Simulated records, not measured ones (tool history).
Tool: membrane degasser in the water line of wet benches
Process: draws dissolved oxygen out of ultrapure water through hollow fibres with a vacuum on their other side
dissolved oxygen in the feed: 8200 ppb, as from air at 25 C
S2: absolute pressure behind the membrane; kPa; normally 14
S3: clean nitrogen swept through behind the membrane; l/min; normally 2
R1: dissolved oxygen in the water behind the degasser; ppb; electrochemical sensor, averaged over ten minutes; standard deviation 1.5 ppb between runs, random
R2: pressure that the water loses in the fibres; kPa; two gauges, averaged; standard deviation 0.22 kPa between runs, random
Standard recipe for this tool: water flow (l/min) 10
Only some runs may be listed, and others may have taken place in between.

run 1 hour=0 | water_flow_(l/min)=10 S2=14 S3=2 | R1=152.3 R2=52.9
run 2 hour=32.3 | water_flow_(l/min)=10 S2=14 S3=2 | R1=150.5 R2=52.91
run 3 hour=70.6 | water_flow_(l/min)=10 S2=14 S3=2 | R1=151.2 R2=52.84
run 4 hour=111.4 | water_flow_(l/min)=10 S2=14 S3=0.81 | R1=319.5 R2=52.66
run 5 hour=143.3 | water_flow_(l/min)=10 S2=14 S3=2 | R1=151.7 R2=52.49
run 6 hour=172.3 | water_flow_(l/min)=10 S2=14 S3=2 | R1=151 R2=52.42
run 7 hour=208.1 | water_flow_(l/min)=10 S2=14 S3=2 | R1=149.3 R2=52.73
run 8 hour=235.1 | water_flow_(l/min)=10 S2=14 S3=2 | R1=150.7 R2=52.68
run 9 hour=259.8 | water_flow_(l/min)=10 S2=14 S3=2 | R1=152.5 R2=52.53
run 10 hour=299.2 | water_flow_(l/min)=10 S2=14 S3=1.09 | R1=252.9 R2=52.44
run 11 hour=332.7 | water_flow_(l/min)=10 S2=14 S3=1.09 | R1=252.4 R2=52.4
run 12 hour=378.7 | water_flow_(l/min)=10 S2=14 S3=1.09 | R1=249.7 R2=52.31
run 13 hour=406.3 | water_flow_(l/min)=10 S2=14 S3=1.09 | R1=253.2 R2=52.04
run 14 hour=436.1 | water_flow_(l/min)=10 S2=20.5 S3=2 | R1=225.3 R2=52.15
run 15 hour=484.4 | water_flow_(l/min)=10 S2=20.5 S3=2 | R1=226 R2=52.3
run 16 hour=511 | water_flow_(l/min)=8 S2=14.5 S3=2 | R1=116.9 R2=41.86
run 17 hour=549.4 | water_flow_(l/min)=8 S2=14.5 S3=2 | R1=119.5 R2=41.54
run 18 hour=588 | water_flow_(l/min)=7 S2=34.4 S3=2 | R1=264 R2=36.12
run 19 hour=610 | water_flow_(l/min)=7 S2=13.1 S3=4.33 | R1=42.3 R2=36.49
run 20 hour=647.4 | water_flow_(l/min)=8 S2=14 S3=1.01 | R1=208 R2=41.29
run 21 hour=668.5 | water_flow_(l/min)=11 S2=23.8 S3=2 | R1=297 R2=57.13
run 22 hour=703.7 | water_flow_(l/min)=11 S2=23.8 S3=2 | R1=297.7 R2=57.15
run 23 hour=748.7 | water_flow_(l/min)=11 S2=23.8 S3=2 | R1=296.9 R2=57.04
run 24 hour=784.2 | water_flow_(l/min)=11 S2=23.8 S3=2 | R1=301.4 R2=56.96
run 25 hour=813.7 | water_flow_(l/min)=10 S2=9.5 S3=1.08 | R1=157.5 R2=51.58
run 26 hour=863 | water_flow_(l/min)=10 S2=9.5 S3=1.08 | R1=159.1 R2=51.41
run 27 hour=892.1 | water_flow_(l/min)=10 S2=9.5 S3=1.08 | R1=160.7 R2=51.91
run 28 hour=940 | water_flow_(l/min)=13 S2=18.8 S3=4.1 | R1=190.7 R2=67.01
run 29 hour=990.4 | water_flow_(l/min)=10 S2=15.4 S3=1.89 | R1=174.8 R2=51.48

Hidden state or all else? Some run-to-run changes of R2, split into what the settings, what came in and random variation would give without the hidden state, and what is left for the hidden state (with any gauge scatter that isn't in both results):
Hidden conditions of the tool in this case: membrane still open, %; true pressure behind the membrane over the reading, kPa; air that leaks in behind the membrane, l/min; drift of the gauge itself on oxygen_ppb, %; drift of the gauge itself on loss_of_pressure_kpa, %.
Run 20 -> 21: water flow (l/min) 8 -> 11, S2 14 -> 23.8, S3 1.01 -> 2. R2 +15.84 kPa: hidden state -0.26, all else +16.1.
Run 27 -> 28: water flow (l/min) 10 -> 13, S2 9.5 -> 18.8, S3 1.08 -> 4.1. R2 +15.1 kPa: hidden state -0.37, all else +15.47.
Run 28 -> 29: water flow (l/min) 13 -> 10, S2 18.8 -> 15.4, S3 4.1 -> 1.89. R2 -15.53 kPa: hidden state +0.26, all else -15.79.

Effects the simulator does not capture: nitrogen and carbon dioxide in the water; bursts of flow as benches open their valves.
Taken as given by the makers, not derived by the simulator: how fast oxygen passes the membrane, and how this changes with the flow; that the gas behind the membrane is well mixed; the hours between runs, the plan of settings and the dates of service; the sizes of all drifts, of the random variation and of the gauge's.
